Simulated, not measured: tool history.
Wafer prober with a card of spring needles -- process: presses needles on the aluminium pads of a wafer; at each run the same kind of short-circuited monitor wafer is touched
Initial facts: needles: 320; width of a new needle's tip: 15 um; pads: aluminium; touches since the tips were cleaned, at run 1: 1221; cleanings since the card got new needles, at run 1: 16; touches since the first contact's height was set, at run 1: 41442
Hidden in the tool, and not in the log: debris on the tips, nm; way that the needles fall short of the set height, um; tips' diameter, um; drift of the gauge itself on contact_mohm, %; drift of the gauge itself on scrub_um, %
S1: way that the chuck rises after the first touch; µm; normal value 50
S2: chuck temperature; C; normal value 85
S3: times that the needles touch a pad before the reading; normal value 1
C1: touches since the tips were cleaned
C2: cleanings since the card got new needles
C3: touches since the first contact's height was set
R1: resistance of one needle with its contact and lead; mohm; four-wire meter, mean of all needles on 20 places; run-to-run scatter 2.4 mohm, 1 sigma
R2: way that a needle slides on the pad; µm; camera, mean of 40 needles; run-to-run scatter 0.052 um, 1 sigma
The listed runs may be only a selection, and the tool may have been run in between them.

{"run": 1, "day": 0.0, "S1": 50, "S2": 85, "S3": 1, "C1": 1221, "C2": 16, "C3": 41442, "R1": 404, "R2": 6.22}
{"day": 0.192, "done": "tips cleaned on abrasive film"}
{"run": 2, "day": 0.408, "S1": 50, "S2": 85, "S3": 1, "C1": 1204, "C2": 17, "C3": 43682, "R1": 401, "R2": 6.16}
{"day": 0.625, "done": "tips cleaned on abrasive film"}
{"run": 3, "day": 0.833, "S1": 50, "S2": 85, "S3": 1, "C1": 1157, "C2": 18, "C3": 45996, "R1": 404, "R2": 6.2}
{"day": 1.062, "done": "tips cleaned on abrasive film"}
{"run": 4, "day": 1.304, "S1": 50, "S2": 85, "S3": 1, "C1": 1317, "C2": 19, "C3": 48557, "R1": 410, "R2": 6.13}
{"day": 1.5, "done": "tips cleaned on abrasive film"}
{"run": 5, "day": 1.629, "S1": 50, "S2": 85, "S3": 1, "C1": 713, "C2": 20, "C3": 50331, "R1": 367, "R2": 6.18}
{"run": 6, "day": 1.85, "S1": 50, "S2": 85, "S3": 1, "C1": 1936, "C2": 20, "C3": 51554, "R1": 457, "R2": 6.24}
{"day": 1.917, "done": "tips cleaned on abrasive film"}
{"run": 7, "day": 2.104, "S1": 50, "S2": 30, "S3": 1, "C1": 1020, "C2": 21, "C3": 52925, "R1": 384, "R2": 6.11}
{"day": 2.354, "done": "tips cleaned on abrasive film"}
{"run": 8, "day": 2.354, "S1": 50, "S2": 30, "S3": 2, "C1": 8, "C2": 22, "C3": 54297, "R1": 264, "R2": 6.05}
{"day": 2.779, "done": "tips cleaned on abrasive film"}
{"run": 9, "day": 2.779, "S1": 50, "S2": 30, "S3": 2, "C1": 0, "C2": 23, "C3": 56602, "R1": 273, "R2": 6.16}
{"day": 3.192, "done": "tips cleaned on abrasive film"}
{"run": 10, "day": 3.192, "S1": 63, "S2": 85, "S3": 1, "C1": 6, "C2": 24, "C3": 58862, "R1": 281, "R2": 7.68}
{"day": 3.608, "done": "tips cleaned on abrasive film"}
{"run": 11, "day": 3.683, "S1": 35, "S2": 112, "S3": 3, "C1": 395, "C2": 25, "C3": 61542, "R1": 344, "R2": 4.09}
{"run": 12, "day": 4.008, "S1": 35, "S2": 112, "S3": 3, "C1": 2199, "C2": 25, "C3": 63346, "R1": 461, "R2": 4.1}
{"day": 4.058, "done": "tips cleaned on abrasive film"}
{"run": 13, "day": 4.438, "S1": 50, "S2": 85, "S3": 3, "C1": 2103, "C2": 26, "C3": 65689, "R1": 351, "R2": 6.03}
{"day": 4.479, "done": "tips cleaned on abrasive film"}
{"run": 14, "day": 4.683, "S1": 50, "S2": 85, "S3": 3, "C1": 1127, "C2": 27, "C3": 67030, "R1": 322, "R2": 6.14}

Below are 5 alternative next runs, each starting from the tool's condition after run 14. Predict each:
{"day": 4.904, "done": "tips cleaned on abrasive film"}
{"run": "A", "day": 5.188, "S1": 61, "S2": 102, "S3": 3, "C1": 1548, "C2": 28, "C3": 69772, "R1": "?", "R2": "?"}
{"day": 4.904, "done": "tips cleaned on abrasive film"}
{"run": "B", "day": 5.188, "S1": 45, "S2": 85, "S3": 2, "C1": 1548, "C2": 28, "C3": 69772, "R1": "?", "R2": "?"}
{"day": 4.904, "done": "tips cleaned on abrasive film"}
{"run": "C", "day": 5.188, "S1": 50, "S2": 85, "S3": 3, "C1": 1548, "C2": 28, "C3": 69772, "R1": "?", "R2": "?"}
{"day": 4.904, "done": "tips cleaned on abrasive film"}
{"run": "D", "day": 5.188, "S1": 50, "S2": 40, "S3": 1, "C1": 1548, "C2": 28, "C3": 69772, "R1": "?", "R2": "?"}
{"day": 4.904, "done": "tips cleaned on abrasive film"}
{"run": "E", "day": 5.188, "S1": 50, "S2": 39, "S3": 3, "C1": 1548, "C2": 28, "C3": 69772, "R1": "?", "R2": "?"}

run=A R1=319 R2=7.42
run=B R1=408 R2=5.32
run=C R1=339 R2=6.07
run=D R1=451 R2=6.01
run=E R1=333 R2=6
With the hidden condition removed and each run's random variation left untouched, the same runs would have given:
run=A R1=273 R2=7.85
run=B R1=272 R2=5.74
run=C R1=270 R2=6.49
run=D R1=255 R2=6.43
run=E R1=259 R2=6.43
